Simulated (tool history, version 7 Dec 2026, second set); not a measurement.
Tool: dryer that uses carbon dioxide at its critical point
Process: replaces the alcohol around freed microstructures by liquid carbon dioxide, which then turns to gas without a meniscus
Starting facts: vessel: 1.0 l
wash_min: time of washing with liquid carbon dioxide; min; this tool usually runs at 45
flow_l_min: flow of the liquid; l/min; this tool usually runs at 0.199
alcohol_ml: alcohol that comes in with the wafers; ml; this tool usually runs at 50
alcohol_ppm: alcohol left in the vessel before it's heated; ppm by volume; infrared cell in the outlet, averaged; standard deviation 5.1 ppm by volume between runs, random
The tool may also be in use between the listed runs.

run   hour  wash_min  flow_l_min  alcohol_ml  alcohol_ppm
  1      0        45       0.199          50          105
  2   19.8        45       0.199          50          105
  3   30.1        45       0.199          50          108
  4     48        45       0.199          50          105
  5   57.6        45       0.199          50          105
  6   75.7        45       0.199          50          107
      90.6  -- inlet filter changed
  7   93.4        45       0.199          50           90
  8  110.1        48       0.199          50           63
  9  129.8        40       0.142          53          843
 10  146.5        40       0.142          53          851
 11  157.7        30       0.199          50          589
 12  167.8        30       0.199          50          585
 13    186        30       0.199          50          604
 14  204.2        30       0.208          33          336
 15  216.7        63       0.143          33           81

Here are 4 independent what-if runs from the current tool condition. What would each one return?
  A  230.9        64       0.143          33            ?
  B  230.9        60       0.199          50            ?
  C  230.9        63       0.133          84            ?
  D  230.9        63       0.133          33            ?

run  alcohol_ppm
  A           75
  B           33
  C          222
  D          107
The same runs, with their run-to-run variation unchanged, on a tool lacking any hidden condition would have given:
run  alcohol_ppm
  A           43
  B            6
  C          175
  D           72
